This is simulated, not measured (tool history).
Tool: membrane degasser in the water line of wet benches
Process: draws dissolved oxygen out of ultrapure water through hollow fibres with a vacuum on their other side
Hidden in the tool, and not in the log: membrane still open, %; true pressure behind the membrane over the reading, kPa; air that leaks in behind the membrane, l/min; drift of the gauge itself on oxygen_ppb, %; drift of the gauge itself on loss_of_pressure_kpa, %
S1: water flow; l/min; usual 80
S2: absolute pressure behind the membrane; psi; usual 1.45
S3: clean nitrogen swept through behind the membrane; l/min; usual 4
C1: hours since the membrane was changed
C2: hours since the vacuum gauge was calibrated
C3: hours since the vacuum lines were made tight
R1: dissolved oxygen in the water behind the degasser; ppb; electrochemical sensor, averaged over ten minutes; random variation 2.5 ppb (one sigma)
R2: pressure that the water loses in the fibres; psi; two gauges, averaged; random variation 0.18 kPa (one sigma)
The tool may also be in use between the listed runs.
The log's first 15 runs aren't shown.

run 16 hour=1765.5 | S1=80 S2=1.45 S3=4 | C1=8441 C2=4421 C3=10039 | R1=328.7 R2=5.149
run 17 hour=1867.6 | S1=80 S2=1.45 S3=4 | C1=8543 C2=4523 C3=10141 | R1=329.4 R2=5.182
-- hour=1880.5 vacuum gauge calibrated
run 18 hour=2001.9 | S1=80 S2=1.46 S3=9.09 | C1=8677 C2=121 C3=10274 | R1=174.7 R2=5.189
run 19 hour=2166.8 | S1=106 S2=1.45 S3=11.43 | C1=8842 C2=286 C3=10439 | R1=219.7 R2=6.882
run 20 hour=2260.2 | S1=115 S2=1.46 S3=5.66 | C1=8935 C2=380 C3=10533 | R1=393.3 R2=7.458
-- hour=2282.5 seals of the vacuum lines changed
run 21 hour=2339.6 | S1=115 S2=1.46 S3=5.66 | C1=9013 C2=457 C3=57 | R1=388.3 R2=7.552
run 22 hour=2415.8 | S1=48 S2=2.55 S3=2.28 | C1=9089 C2=533 C3=133 | R1=626.1 R2=3.086
run 23 hour=2497.7 | S1=101 S2=2.55 S3=2.28 | C1=9171 C2=615 C3=215 | R1=1184 R2=6.546
-- hour=2569 vacuum gauge calibrated, once more
run 24 hour=2585.3 | S1=75 S2=2.55 S3=2.28 | C1=9258 C2=16 C3=302 | R1=919.8 R2=4.896
run 25 hour=2690.7 | S1=70 S2=1.8 S3=2.28 | C1=9363 C2=122 C3=408 | R1=572.8 R2=4.501
run 26 hour=2829.5 | S1=70 S2=1.8 S3=2.28 | C1=9502 C2=261 C3=546 | R1=573.1 R2=4.467
run 27 hour=2999.9 | S1=74 S2=2.42 S3=2.8 | C1=9673 C2=431 C3=717 | R1=735 R2=4.802
run 28 hour=3153.2 | S1=115 S2=3.55 S3=8.21 | C1=9826 C2=584 C3=870 | R1=716.9 R2=7.485
run 29 hour=3287.9 | S1=80 S2=1.02 S3=4 | C1=9961 C2=719 C3=1005 | R1=195.9 R2=5.208
run 30 hour=3404.4 | S1=113 S2=1.45 S3=5.1 | C1=10077 C2=835 C3=1121 | R1=398 R2=7.398
run 31 hour=3543.7 | S1=80 S2=1.45 S3=11.99 | C1=10216 C2=975 C3=1261 | R1=140.8 R2=5.165

Forecast each of these 4 alternatives for the next run:
run A hour=3676.5 | S1=97 S2=2 S3=4 | C1=10349 C2=1108 C3=1393 | R1=? R2=?
run B hour=3676.5 | S1=80 S2=1.45 S3=1.95 | C1=10349 C2=1108 C3=1393 | R1=? R2=?
run C hour=3676.5 | S1=80 S2=0.9 S3=4 | C1=10349 C2=1108 C3=1393 | R1=? R2=?
run D hour=3676.5 | S1=59 S2=1.45 S3=4 | C1=10349 C2=1108 C3=1393 | R1=? R2=?

run=A R1=577.1 R2=6.303
run=B R1=552.3 R2=5.201
run=C R1=165.5 R2=5.22
run=D R1=234.6 R2=3.829
Without the tool's hidden state the same runs would have given:
run=A R1=567.9 R2=6.042
run=B R1=547.3 R2=4.985
run=C R1=159.2 R2=5.002
run=D R1=232.1 R2=3.668

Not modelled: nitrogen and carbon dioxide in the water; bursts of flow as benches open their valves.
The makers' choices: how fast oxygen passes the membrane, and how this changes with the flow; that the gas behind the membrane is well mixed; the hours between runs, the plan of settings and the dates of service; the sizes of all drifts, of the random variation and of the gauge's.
